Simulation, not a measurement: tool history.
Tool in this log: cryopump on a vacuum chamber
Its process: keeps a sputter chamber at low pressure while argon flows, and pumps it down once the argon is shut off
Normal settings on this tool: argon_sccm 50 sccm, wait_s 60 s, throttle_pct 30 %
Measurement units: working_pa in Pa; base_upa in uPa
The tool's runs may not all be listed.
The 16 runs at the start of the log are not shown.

| run | hour | argon_sccm | wait_s | throttle_pct | working_pa | base_upa |
|---|---|---|---|---|---|---|
| 17 | 146.6 | 50 | 34 | 30 | 0.2051 | 3.45 |
| 18 | 160.5 | 50 | 34 | 30 | 0.2064 | 3.52 |
| 19 | 171.3 | 49 | 60 | 41 | 0.1515 | 2.54 |
| 20 | 186.5 | 49 | 33 | 41 | 0.1507 | 3.49 |
| 21 | 196.9 | 73 | 214 | 41 | 0.2257 | 1.67 |
| 22 | 204.6 | 66 | 88 | 55 | 0.1575 | 2.19 |
| 23 | 214.3 | 37 | 88 | 53 | 0.0906 | 2.17 |
| 24 | 223.0 | 37 | 88 | 33 | 0.1403 | 2.17 |
| 25 | 230.1 | 37 | 88 | 41 | 0.1151 | 2.22 |
| 26 | 245.2 | 37 | 88 | 41 | 0.1157 | 2.24 |
| 27 | 258.2 | 25 | 298 | 16 | 0.1895 | 1.56 |
| 28 | 273.4 | 36 | 298 | 20 | 0.2210 | 1.63 |
| 29 | 288.0 | 87 | 47 | 33 | 0.3343 | 3.04 |
| 30 | 297.1 | 27 | 60 | 30 | 0.1134 | 2.65 |
| 31 | 304.3 | 61 | 60 | 54 | 0.1494 | 2.62 |
| 32 | 313.6 | 61 | 60 | 17 | 0.4386 | 2.58 |
| 33 | 326.2 | 61 | 60 | 17 | 0.4356 | 2.72 |
| 34 | 332.5 | 61 | 60 | 17 | 0.4386 | 2.61 |

Below are 3 alternative next runs, each starting from the tool's condition after run 34. Predict each:
| A | 346.8 | 61 | 60 | 21 | ? | ? |
| B | 346.8 | 66 | 63 | 30 | ? | ? |
| C | 346.8 | 50 | 53 | 29 | ? | ? |

| run | working_pa | base_upa |
|---|---|---|
| A | 0.3571 | 2.65 |
| B | 0.2760 | 2.71 |
| C | 0.2170 | 2.80 |
With the hidden condition removed and each run's random variation left untouched, the same runs would have given:
| run | working_pa | base_upa |
|---|---|---|
| A | 0.3394 | 1.42 |
| B | 0.2569 | 1.44 |
| C | 0.2024 | 1.58 |
